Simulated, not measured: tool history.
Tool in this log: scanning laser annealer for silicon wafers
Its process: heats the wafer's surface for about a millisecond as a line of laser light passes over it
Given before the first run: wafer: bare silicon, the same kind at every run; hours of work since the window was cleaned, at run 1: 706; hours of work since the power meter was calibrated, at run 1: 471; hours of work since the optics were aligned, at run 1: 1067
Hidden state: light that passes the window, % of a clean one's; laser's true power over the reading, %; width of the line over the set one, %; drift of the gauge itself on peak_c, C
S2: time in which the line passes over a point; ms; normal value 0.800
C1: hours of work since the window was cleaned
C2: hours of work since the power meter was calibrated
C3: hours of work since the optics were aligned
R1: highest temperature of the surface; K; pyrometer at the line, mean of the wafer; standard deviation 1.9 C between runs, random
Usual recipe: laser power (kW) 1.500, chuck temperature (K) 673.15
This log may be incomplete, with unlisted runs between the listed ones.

{"run": 1, "day": 0.0, "laser power (kW)": 1.5, "S2": 0.8, "chuck temperature (K)": 673.15, "C1": 706, "C2": 471, "C3": 1067, "R1": 1411.15}
{"run": 2, "day": 0.421, "laser power (kW)": 1.5, "S2": 0.8, "chuck temperature (K)": 673.15, "C1": 712, "C2": 476, "C3": 1073, "R1": 1414.15}
{"run": 3, "day": 1.204, "laser power (kW)": 1.5, "S2": 0.8, "chuck temperature (K)": 673.15, "C1": 722, "C2": 487, "C3": 1084, "R1": 1412.15}
{"run": 4, "day": 1.608, "laser power (kW)": 1.5, "S2": 0.8, "chuck temperature (K)": 673.15, "C1": 728, "C2": 492, "C3": 1089, "R1": 1412.15}
{"run": 5, "day": 2.138, "laser power (kW)": 1.5, "S2": 0.8, "chuck temperature (K)": 677.15, "C1": 735, "C2": 499, "C3": 1096, "R1": 1418.15}
{"run": 6, "day": 3.008, "laser power (kW)": 1.5, "S2": 0.936, "chuck temperature (K)": 677.15, "C1": 746, "C2": 511, "C3": 1108, "R1": 1478.15}
{"run": 7, "day": 3.792, "laser power (kW)": 1.5, "S2": 0.936, "chuck temperature (K)": 677.15, "C1": 757, "C2": 521, "C3": 1118, "R1": 1478.15}
{"run": 8, "day": 4.375, "laser power (kW)": 1.5, "S2": 0.936, "chuck temperature (K)": 677.15, "C1": 765, "C2": 529, "C3": 1126, "R1": 1481.15}
{"run": 9, "day": 4.746, "laser power (kW)": 1.276, "S2": 0.936, "chuck temperature (K)": 677.15, "C1": 770, "C2": 534, "C3": 1131, "R1": 1332.15}
{"run": 10, "day": 5.35, "laser power (kW)": 1.276, "S2": 0.936, "chuck temperature (K)": 677.15, "C1": 778, "C2": 542, "C3": 1139, "R1": 1326.15}
{"run": 11, "day": 5.804, "laser power (kW)": 1.276, "S2": 0.936, "chuck temperature (K)": 677.15, "C1": 784, "C2": 548, "C3": 1145, "R1": 1329.15}
{"run": 12, "day": 6.196, "laser power (kW)": 1.5, "S2": 0.8, "chuck temperature (K)": 673.15, "C1": 789, "C2": 553, "C3": 1150, "R1": 1416.15}
{"run": 13, "day": 6.729, "laser power (kW)": 1.5, "S2": 0.8, "chuck temperature (K)": 681.15, "C1": 796, "C2": 561, "C3": 1157, "R1": 1423.15}
{"run": 14, "day": 7.288, "laser power (kW)": 1.5, "S2": 0.8, "chuck temperature (K)": 681.15, "C1": 803, "C2": 568, "C3": 1165, "R1": 1420.15}
{"run": 15, "day": 7.967, "laser power (kW)": 1.5, "S2": 0.8, "chuck temperature (K)": 681.15, "C1": 813, "C2": 577, "C3": 1174, "R1": 1420.15}
{"run": 16, "day": 8.558, "laser power (kW)": 1.5, "S2": 0.8, "chuck temperature (K)": 673.15, "C1": 820, "C2": 585, "C3": 1182, "R1": 1411.15}
{"run": 17, "day": 9.146, "laser power (kW)": 1.5, "S2": 0.8, "chuck temperature (K)": 673.15, "C1": 828, "C2": 593, "C3": 1189, "R1": 1415.15}
{"run": 18, "day": 9.579, "laser power (kW)": 1.301, "S2": 0.698, "chuck temperature (K)": 674.15, "C1": 834, "C2": 598, "C3": 1195, "R1": 1249.15}

Run 19 comes next. What will it give?
{"run": 19, "day": 10.204, "laser power (kW)": 1.44, "S2": 0.927, "chuck temperature (K)": 659.15, "C1": 842, "C2": 607, "C3": 1204, "R1": "?"}

{"run 19": {"R1": 1412.15}}
With the hidden condition absent and the run-to-run variation left alone, this run would have shown R1 1413.15 K.
